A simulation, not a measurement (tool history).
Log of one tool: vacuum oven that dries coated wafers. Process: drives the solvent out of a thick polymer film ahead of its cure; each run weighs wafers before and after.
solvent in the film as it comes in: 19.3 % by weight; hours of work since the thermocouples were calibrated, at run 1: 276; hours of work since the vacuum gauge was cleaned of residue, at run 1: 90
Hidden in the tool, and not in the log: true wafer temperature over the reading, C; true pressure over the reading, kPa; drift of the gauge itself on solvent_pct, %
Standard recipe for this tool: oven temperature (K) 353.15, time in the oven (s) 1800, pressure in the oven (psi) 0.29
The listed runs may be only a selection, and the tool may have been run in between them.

| run | day | oven temperature (K) | time in the oven (s) | pressure in the oven (psi) | hours of work since the thermocouples were calibrated | hours of work since the vacuum gauge was cleaned of residue | solvent left in the film (%) |
|---|---|---|---|---|---|---|---|
| 1 | 0 | 353.15 | 1800 | 0.29 | 276 | 90 | 5.56 |
| 2 | 0.475 | 353.15 | 1800 | 0.29 | 284 | 97 | 5.57 |
| 3 | 1.062 | 353.15 | 1800 | 0.175 | 294 | 107 | 4.45 |
| 4 | 1.65 | 353.15 | 1800 | 0.29 | 304 | 117 | 5.54 |
| 5 | 2.212 | 353.15 | 1800 | 0.29 | 313 | 126 | 5.51 |
| 6 | 2.8 | 353.15 | 1800 | 0.585 | 323 | 136 | 8.3 |
| 7 | 3.379 | 353.15 | 1800 | 0.29 | 332 | 146 | 5.58 |
| 8 | 4.083 | 344.15 | 1800 | 0.29 | 344 | 157 | 8.94 |
| 9 | 4.608 | 353.15 | 1800 | 0.29 | 353 | 166 | 5.57 |
| 10 | 5.196 | 353.15 | 1800 | 0.29 | 362 | 176 | 5.57 |
| 11 | 5.767 | 353.15 | 1800 | 0.29 | 372 | 185 | 5.53 |
| 12 | 6.471 | 353.15 | 1800 | 0.29 | 383 | 197 | 5.59 |
| 13 | 6.879 | 353.15 | 1800 | 0.29 | 390 | 203 | 5.54 |
| 14 | 7.488 | 353.15 | 1620 | 0.29 | 400 | 213 | 6.01 |
| 15 | 8.025 | 353.15 | 1860 | 0.29 | 409 | 222 | 5.48 |
| 16 | 8.758 | 353.15 | 1500 | 0.29 | 421 | 235 | 6.31 |
| 17 | 9.179 | 353.15 | 1500 | 0.29 | 428 | 241 | 6.32 |
| 18 | 9.621 | 353.15 | 1800 | 0.29 | 436 | 249 | 5.61 |
| 19 | 10.246 | 343.15 | 1680 | 0.509 | 446 | 259 | 12.14 |
| 20 | 10.996 | 343.15 | 960 | 0.315 | 458 | 272 | 12.12 |
| 21 | 11.538 | 342.15 | 2700 | 0.399 | 467 | 280 | 9.64 |
| 22 | 12.25 | 342.15 | 2700 | 0.399 | 479 | 292 | 9.59 |
| 23 | 12.567 | 355.15 | 2280 | 0.345 | 484 | 298 | 4.74 |
| 24 | 13 | 353.15 | 1560 | 0.145 | 491 | 305 | 4.9 |
| 25 | 13.504 | 349.15 | 3180 | 0.161 | 500 | 313 | 3.45 |
| 26 | 13.917 | 353.15 | 1800 | 0.806 | 507 | 320 | 10.51 |
| 27 | 14.612 | 353.15 | 2880 | 0.29 | 518 | 331 | 4.17 |
| 28 | 14.958 | 341.15 | 1020 | 0.162 | 524 | 337 | 11.29 |

Predict the results of run 29:
| 29 | 15.6 | 341.15 | 1020 | 0.162 | 534 | 348 | ? |

Run 29 gave solvent left in the film (%) 11.27.
The same run, on a tool lacking any hidden state, would have yielded solvent left in the film (%) 11.27.

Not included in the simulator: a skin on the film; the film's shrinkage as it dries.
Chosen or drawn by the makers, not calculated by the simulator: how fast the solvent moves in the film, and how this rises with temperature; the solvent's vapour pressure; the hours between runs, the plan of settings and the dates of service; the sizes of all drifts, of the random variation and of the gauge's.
